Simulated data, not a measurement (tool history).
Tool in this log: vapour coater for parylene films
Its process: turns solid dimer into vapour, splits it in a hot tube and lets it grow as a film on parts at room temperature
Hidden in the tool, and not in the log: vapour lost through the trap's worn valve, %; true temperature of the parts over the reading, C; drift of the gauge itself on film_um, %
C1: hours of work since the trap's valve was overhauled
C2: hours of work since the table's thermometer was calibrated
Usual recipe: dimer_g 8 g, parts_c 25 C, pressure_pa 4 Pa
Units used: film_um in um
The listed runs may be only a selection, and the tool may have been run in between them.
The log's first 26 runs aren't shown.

Run 27, hour 593.5: usual settings but dimer_g 7 g, pressure_pa 10.79 Pa; C1 655; C2 711. Result: film_um 0.93 um.
Run 28, hour 619.6: usual settings but dimer_g 6 g, parts_c 20 C, pressure_pa 10.79 Pa; C1 675; C2 731. Result: film_um 0.95 um.
At hour 635.1: trap's valve overhauled.
Run 29, hour 644.7: usual settings but dimer_g 6 g, parts_c 20 C, pressure_pa 10.79 Pa; C1 7; C2 747. Result: film_um 1.03 um.
Run 30, hour 674.5: usual settings but pressure_pa 2.72 Pa; C1 30; C2 769. Result: film_um 1.62 um.
Run 31, hour 700: usual settings but parts_c 21 C, pressure_pa 2.72 Pa; C1 49; C2 788. Result: film_um 1.84 um.
Run 32, hour 723.9: usual settings but dimer_g 6 g, pressure_pa 2.96 Pa; C1 67; C2 807. Result: film_um 1.17 um.
Run 33, hour 745.5: usual settings but dimer_g 9 g, parts_c 20 C, pressure_pa 4.13 Pa; C1 84; C2 823. Result: film_um 1.94 um.
Run 34, hour 759.6: usual settings but dimer_g 9 g, parts_c 20 C, pressure_pa 4.13 Pa; C1 94; C2 834. Result: film_um 1.89 um.
Run 35, hour 791.6: usual settings but parts_c 29 C, pressure_pa 6.71 Pa; C1 118; C2 858. Result: film_um 1.14 um.
Run 36, hour 814.1: usual settings but parts_c 29 C, pressure_pa 6.71 Pa; C1 135; C2 875. Result: film_um 1.16 um.
Run 37, hour 845.6: usual settings but parts_c 29 C, pressure_pa 6.71 Pa; C1 159; C2 899. Result: film_um 1.13 um.
Run 38, hour 866.1: usual settings but parts_c 29 C, pressure_pa 6.71 Pa; C1 175; C2 914. Result: film_um 1.12 um.
Run 39, hour 895.8: usual settings but dimer_g 11 g, parts_c 29 C, pressure_pa 5.69 Pa; C1 197; C2 937. Result: film_um 1.6 um.
Run 40, hour 915.5: usual settings but parts_c 29 C, pressure_pa 4.49 Pa; C1 212; C2 952. Result: film_um 1.23 um.
Run 41, hour 948.1: usual settings but parts_c 30 C; C1 237; C2 976. Result: film_um 1.22 um.
Run 42, hour 975.1: usual settings but dimer_g 7 g, parts_c 30 C; C1 257; C2 997. Result: film_um 1.05 um.
Run 43, hour 989.6: usual settings but dimer_g 7 g, parts_c 30 C; C1 268; C2 1008. Result: film_um 1.09 um.
Run 44, hour 1006: usual settings but parts_c 20 C; C1 281; C2 1020. Result: film_um 1.67 um.
Run 45, hour 1039.1: usual settings but parts_c 20 C; C1 306; C2 1045. Result: film_um 1.63 um.
Run 46, hour 1069: usual settings but parts_c 36 C, pressure_pa 5 Pa; C1 328; C2 1068. Result: film_um 0.95 um.
Run 47, hour 1095.7: usual settings but parts_c 18 C; C1 349; C2 1088. Result: film_um 1.8 um.
Run 48, hour 1130.2: usual settings but parts_c 24 C; C1 375; C2 1114. Result: film_um 1.44 um.

Consider 3 possible next runs. They are alternatives, not a sequence: every one starts from the tool as it was left by run 48. What does each give?
Run A, hour 1144.3: usual settings but parts_c 18 C; C1 385; C2 1125. Result: film_um ?.
Run B, hour 1144.3: usual settings but dimer_g 7 g, pressure_pa 6.13 Pa; C1 385; C2 1125. Result: film_um ?.
Run C, hour 1144.3: usual settings but dimer_g 4 g, parts_c 19 C, pressure_pa 5.39 Pa; C1 385; C2 1125. Result: film_um ?.

run  film_um
  A     1.74
  B     1.09
  C      0.8
Had the tool no hidden state, the same runs would have come out as:
run  film_um
  A     1.88
  B     1.18
  C     0.86

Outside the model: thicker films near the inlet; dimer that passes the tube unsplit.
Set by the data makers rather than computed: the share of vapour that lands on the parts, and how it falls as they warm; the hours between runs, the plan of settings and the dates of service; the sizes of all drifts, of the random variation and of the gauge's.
